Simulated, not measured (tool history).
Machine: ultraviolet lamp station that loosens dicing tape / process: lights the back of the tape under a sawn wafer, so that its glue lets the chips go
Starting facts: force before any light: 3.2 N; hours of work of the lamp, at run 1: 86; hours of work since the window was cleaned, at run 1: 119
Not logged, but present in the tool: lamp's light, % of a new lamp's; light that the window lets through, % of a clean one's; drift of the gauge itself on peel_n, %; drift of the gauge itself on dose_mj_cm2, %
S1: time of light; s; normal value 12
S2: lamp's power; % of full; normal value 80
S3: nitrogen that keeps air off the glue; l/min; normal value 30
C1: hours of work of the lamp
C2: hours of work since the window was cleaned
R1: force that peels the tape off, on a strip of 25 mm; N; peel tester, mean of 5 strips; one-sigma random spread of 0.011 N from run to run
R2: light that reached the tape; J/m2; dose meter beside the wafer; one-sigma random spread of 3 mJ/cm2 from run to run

Run 1, hour 0: usual settings; C1 86; C2 119. Result: R1 0.585 N, R2 4220 J/m2.
Run 2, hour 11.5: usual settings but S1 22 s; C1 91; C2 124. Result: R1 0.298 N, R2 7740 J/m2.
Run 3, hour 23.8: usual settings but S1 22 s; C1 97; C2 130. Result: R1 0.303 N, R2 7710 J/m2.
Run 4, hour 33.9: usual settings but S3 31 l/min; C1 102; C2 135. Result: R1 0.573 N, R2 4200 J/m2.
Run 5, hour 47.2: usual settings but S3 31 l/min; C1 108; C2 141. Result: R1 0.561 N, R2 4150 J/m2.
Run 6, hour 57.9: usual settings but S3 31 l/min; C1 114; C2 146. Result: R1 0.576 N, R2 4150 J/m2.
Run 7, hour 71.7: usual settings but S3 31 l/min; C1 120; C2 153. Result: R1 0.577 N, R2 4180 J/m2.
Run 8, hour 86.4: usual settings; C1 127; C2 160. Result: R1 0.563 N, R2 4170 J/m2.
Run 9, hour 98.9: usual settings; C1 133; C2 166. Result: R1 0.584 N, R2 4090 J/m2.
Run 10, hour 110: usual settings; C1 139; C2 172. Result: R1 0.601 N, R2 4070 J/m2.
Run 11, hour 119.9: usual settings; C1 143; C2 176. Result: R1 0.599 N, R2 4080 J/m2.
Run 12, hour 132.1: usual settings; C1 149; C2 182. Result: R1 0.577 N, R2 4100 J/m2.
Run 13, hour 142.9: usual settings; C1 154; C2 187. Result: R1 0.6 N, R2 4050 J/m2.
Run 14, hour 156.8: usual settings; C1 161; C2 194. Result: R1 0.603 N, R2 4000 J/m2.
Run 15, hour 164.2: usual settings; C1 165; C2 198. Result: R1 0.612 N, R2 4030 J/m2.
Run 16, hour 177.7: usual settings; C1 171; C2 204. Result: R1 0.609 N, R2 3960 J/m2.
Run 17, hour 188.2: usual settings; C1 176; C2 209. Result: R1 0.615 N, R2 3980 J/m2.
Run 18, hour 196.6: usual settings; C1 180; C2 213. Result: R1 0.621 N, R2 3970 J/m2.
At hour 198.3: window cleaned of glue's vapour.
Run 19, hour 205.5: usual settings but S1 14 s, S2 83 % of full; C1 184; C2 3. Result: R1 0.506 N, R2 4600 J/m2.
Run 20, hour 216.9: usual settings but S1 14 s, S2 83 % of full; C1 190; C2 9. Result: R1 0.5 N, R2 4610 J/m2.
Run 21, hour 231.2: usual settings but S1 14 s, S2 68 % of full; C1 197; C2 16. Result: R1 0.68 N, R2 3810 J/m2.
Run 22, hour 242.1: usual settings but S1 14 s, S2 68 % of full; C1 202; C2 21. Result: R1 0.68 N, R2 3820 J/m2.
Run 23, hour 249.4: usual settings but S1 8 s, S2 61 % of full, S3 17 l/min; C1 205; C2 25. Result: R1 1.505 N, R2 1940 J/m2.
Run 24, hour 257.8: usual settings but S1 8 s, S2 61 % of full, S3 10 l/min; C1 209; C2 29. Result: R1 1.7 N, R2 1940 J/m2.
Run 25, hour 269.4: usual settings but S1 8 s, S2 61 % of full, S3 10 l/min; C1 215; C2 34. Result: R1 1.716 N, R2 1900 J/m2.
Run 26, hour 278.5: usual settings but S1 15 s, S2 75 % of full; C1 219; C2 39. Result: R1 0.554 N, R2 4440 J/m2.
At hour 284.6: window cleaned of glue's vapour, once more.
Run 27, hour 286.6: usual settings but S1 15 s, S2 75 % of full; C1 223; C2 1. Result: R1 0.488 N, R2 4850 J/m2.
Run 28, hour 300: usual settings but S1 6 s, S2 65 % of full, S3 18 l/min; C1 229; C2 7. Result: R1 1.695 N, R2 1700 J/m2.
Run 29, hour 316.1: usual settings but S1 10 s, S2 93 % of full; C1 237; C2 15. Result: R1 0.639 N, R2 3960 J/m2.
Run 30, hour 323.9: usual settings but S2 60 % of full; C1 241; C2 19. Result: R1 0.851 N, R2 3060 J/m2.

The next listed run, before its measurement:
Run 31, hour 337.4: usual settings but S1 11 s, S2 69 % of full; C1 247; C2 25. Result: R1 ?, R2 ?.

R1: 0.824 N
R2: 3190 J/m2
Without the tool's hidden state the same run would have given R1 0.713 N, R2 3610 J/m2.
